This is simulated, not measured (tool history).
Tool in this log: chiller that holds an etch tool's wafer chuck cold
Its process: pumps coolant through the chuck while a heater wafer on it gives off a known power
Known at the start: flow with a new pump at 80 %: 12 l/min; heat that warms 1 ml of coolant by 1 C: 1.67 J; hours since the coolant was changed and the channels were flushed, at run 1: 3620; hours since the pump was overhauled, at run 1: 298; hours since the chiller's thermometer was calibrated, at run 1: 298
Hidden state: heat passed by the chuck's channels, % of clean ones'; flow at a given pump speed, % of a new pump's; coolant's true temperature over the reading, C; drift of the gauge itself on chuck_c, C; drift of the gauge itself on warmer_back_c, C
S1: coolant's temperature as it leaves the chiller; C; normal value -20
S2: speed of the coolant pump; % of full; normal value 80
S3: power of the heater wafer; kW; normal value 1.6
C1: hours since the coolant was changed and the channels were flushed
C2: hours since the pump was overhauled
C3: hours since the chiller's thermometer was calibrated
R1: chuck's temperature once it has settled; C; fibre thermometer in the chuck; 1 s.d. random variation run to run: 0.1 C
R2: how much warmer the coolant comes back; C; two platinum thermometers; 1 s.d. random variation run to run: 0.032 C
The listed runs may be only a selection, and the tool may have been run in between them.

run     day   S1  S2     S3    C1    C2   C3     R1    R2
  1       0  -20  80    1.6  3620   298  298   -6.6  4.76
  2   1.667  -20  80    1.6  3660   338  338   -6.7  4.79
  3   3.625  -20  80    1.6  3707   385  385   -6.5  4.85
  4   4.933  -20  88    1.6  3739   417  417   -7.8  4.39
  5   5.842  -20  88    1.6  3761   438  438   -7.5  4.37
  6   6.975  -20  88    1.6  3788   466  466   -7.9   4.4
  7   8.196  -20  88    1.6  3817   495  495   -7.7  4.31
  8  10.012  -20  79    1.6  3861   538  538   -6.1  4.95
  9  11.271  -26  79    1.6  3891   569  569  -12.2   4.9
 10  12.917  -26  79    1.6  3930   608  608  -12.1  4.97
 11  14.921  -20  80    1.6  3979   656  656   -6.4  4.89
 12  15.821  -20  86    1.6  4000   678  678   -7.1  4.51
     16.004  -- chiller's thermometer calibrated
 13  17.304  -20  92    1.6  4035   713   31     -8  4.21
 14  19.042  -20  92    1.6  4076   754   73   -7.9  4.18
 15  20.912  -20  92    1.6  4121   799  118     -8   4.2
 16  22.246  -20  92    1.6  4153   831  150   -7.9  4.18
 17  24.117  -20  92    1.6  4198   876  195   -7.9  4.17
     25.333  -- chiller's thermometer calibrated, once more
 18  25.825  -20  80  1.474  4238   916   12   -7.5  4.52
 19  26.779  -20  80  0.863  4261   939   35  -12.7  2.63
 20  28.696  -20  85  2.138  4307   985   81   -2.5  6.12
 21  30.617  -21  85  2.138  4353  1031  127   -3.6  6.05
 22  31.946  -21  85  2.138  4385  1063  159   -3.6  6.07
 23  33.033  -29  78  1.659  4411  1089  185  -14.6  5.13
 24  33.988  -30  80  1.323  4434  1112  208  -18.5  4.05
 25  35.583  -19  81  1.231  4472  1150  246   -8.4  3.69
 26  36.788  -19  81  1.231  4501  1179  275   -8.5   3.7
 27  37.779  -23  64    1.6  4525  1203  299   -5.8   6.2
 28   38.85  -13  92  1.857  4551  1229  324    1.1  4.85
 29  40.454  -13  92  0.916  4589  1267  363     -6  2.41
 30  42.221  -13  65   1.73  4632  1310  405    5.4  6.65
 31  43.892  -13  65   1.73  4672  1350  445    5.2  6.58

3 options for the next run, each taken on its own from the tool as it stands now. Forecast them:
  A  45.725  -25  80   1.6  4716  1394  489   ?   ?
  B  45.725  -13  63  1.73  4716  1394  489   ?   ?
  C  45.725  -13  96  1.73  4716  1394  489   ?   ?

run     R1    R2
  A  -10.9  4.89
  B      6  6.79
  C      0   4.3
Stripped of hidden state, with their random variation kept, the same runs would have yielded:
run     R1    R2
  A  -12.7  4.79
  B    3.6  6.65
  C   -1.7  4.21
